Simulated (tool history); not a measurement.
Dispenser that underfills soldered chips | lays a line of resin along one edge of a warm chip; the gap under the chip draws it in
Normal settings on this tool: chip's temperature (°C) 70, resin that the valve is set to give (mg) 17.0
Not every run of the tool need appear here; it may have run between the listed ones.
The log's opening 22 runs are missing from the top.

| run | hour | chip's temperature (°C) | resin that the valve is set to give (mg) | time until the resin shows at the far edge (s) | resin that the valve gave (mg) |
|---|---|---|---|---|---|
| 23 | 126.0 | 75 | 17.4 | 138.7 | 16.87 |
|  | 126.7 | new syringe of resin |
|  | 128.8 | dispensing valve cleaned and set on the balance |
| 24 | 131.2 | 82 | 17.4 | 56.5 | 17.41 |
| 25 | 136.4 | 80 | 18.9 | 78.7 | 18.86 |
| 26 | 140.2 | 80 | 18.9 | 92.9 | 18.87 |
| 27 | 144.0 | 80 | 18.9 | 115.5 | 18.79 |
|  | 144.6 | new syringe of resin |
| 28 | 148.1 | 80 | 18.9 | 60.4 | 18.81 |
| 29 | 155.7 | 59 | 21.7 | 175.4 | 21.50 |
| 30 | 160.0 | 59 | 21.7 | 220.4 | 21.49 |
|  | 161.5 | new syringe of resin |
| 31 | 166.1 | 80 | 18.8 | 61.5 | 18.59 |
| 32 | 172.7 | 68 | 18.6 | 130.8 | 18.32 |
|  | 178.4 | new syringe of resin |
| 33 | 180.3 | 70 | 18.6 | 75.2 | 18.35 |
| 34 | 187.1 | 70 | 18.2 | 105.1 | 17.89 |
| 35 | 190.4 | 64 | 18.0 | 152.2 | 17.72 |
|  | 195.5 | new syringe of resin |
| 36 | 197.4 | 64 | 18.0 | 92.7 | 17.63 |

3 options for the next run, each taken on its own from the tool as it stands now. Forecast them:
| A | 203.3 | 62 | 20.7 | ? | ? |
| B | 203.3 | 61 | 16.2 | ? | ? |
| C | 203.3 | 66 | 17.9 | ? | ? |

| run | time until the resin shows at the far edge (s) | resin that the valve gave (mg) |
|---|---|---|
| A | 135.1 | 20.31 |
| B | 144.4 | 15.87 |
| C | 119.3 | 17.52 |
With the hidden condition removed and each run's random variation left untouched, the same runs would have given:
| run | time until the resin shows at the far edge (s) | resin that the valve gave (mg) |
|---|---|---|
| A | 86.7 | 20.72 |
| B | 92.6 | 16.19 |
| C | 76.8 | 17.88 |

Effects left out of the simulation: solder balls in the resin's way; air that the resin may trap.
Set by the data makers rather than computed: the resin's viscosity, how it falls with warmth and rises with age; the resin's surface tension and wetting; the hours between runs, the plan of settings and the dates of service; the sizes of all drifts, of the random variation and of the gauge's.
